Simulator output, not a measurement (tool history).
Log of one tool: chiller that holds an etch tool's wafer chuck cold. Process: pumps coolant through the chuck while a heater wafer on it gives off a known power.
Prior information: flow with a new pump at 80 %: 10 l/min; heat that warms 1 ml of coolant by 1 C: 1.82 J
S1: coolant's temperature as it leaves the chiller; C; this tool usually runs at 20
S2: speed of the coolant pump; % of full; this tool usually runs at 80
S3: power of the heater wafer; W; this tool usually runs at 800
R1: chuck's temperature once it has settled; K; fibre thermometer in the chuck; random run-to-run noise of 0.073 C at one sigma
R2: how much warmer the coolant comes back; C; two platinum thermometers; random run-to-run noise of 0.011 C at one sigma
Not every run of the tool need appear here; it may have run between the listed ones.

| run | day | S1 | S2 | S3 | R1 | R2 |
|---|---|---|---|---|---|---|
| 1 | 0.000 | 20 | 80 | 800 | 301.06 | 2.65 |
| 2 | 3.208 | 20 | 80 | 800 | 301.08 | 2.64 |
| 3 | 5.475 | 20 | 80 | 800 | 301.06 | 2.61 |
| 4 | 9.838 | 20 | 80 | 800 | 301.16 | 2.60 |
|  | 10.500 | chiller's thermometer calibrated |
| 5 | 14.158 | 19 | 80 | 800 | 300.06 | 2.59 |
| 6 | 18.179 | 19 | 80 | 800 | 300.17 | 2.56 |
| 7 | 20.529 | 19 | 80 | 800 | 300.00 | 2.58 |
| 8 | 23.188 | 13 | 80 | 800 | 294.10 | 2.54 |
| 9 | 25.712 | 13 | 80 | 800 | 294.07 | 2.57 |
|  | 29.692 | coolant changed, channels flushed |
| 10 | 30.142 | 13 | 80 | 800 | 294.11 | 2.54 |
| 11 | 34.021 | 13 | 79 | 800 | 294.17 | 2.57 |
| 12 | 36.988 | 20 | 80 | 800 | 300.93 | 2.53 |
| 13 | 41.062 | 20 | 80 | 419 | 297.38 | 1.26 |
| 14 | 43.554 | 20 | 80 | 419 | 297.22 | 1.24 |
| 15 | 46.162 | 20 | 80 | 1086 | 303.84 | 3.44 |
| 16 | 50.729 | 13 | 80 | 1086 | 296.94 | 3.43 |
| 17 | 52.854 | 16 | 80 | 862 | 297.68 | 2.69 |
| 18 | 56.254 | 12 | 80 | 421 | 289.29 | 1.21 |

Estimate the outcome of run 19 from the log above:
| 19 | 58.846 | 12 | 80 | 800 | ? | ? |

R1: 293.19 K
R2: 2.44 C
Had the tool carried no hidden state, the very same run would have given R1 293.17 K, R2 2.62 C.
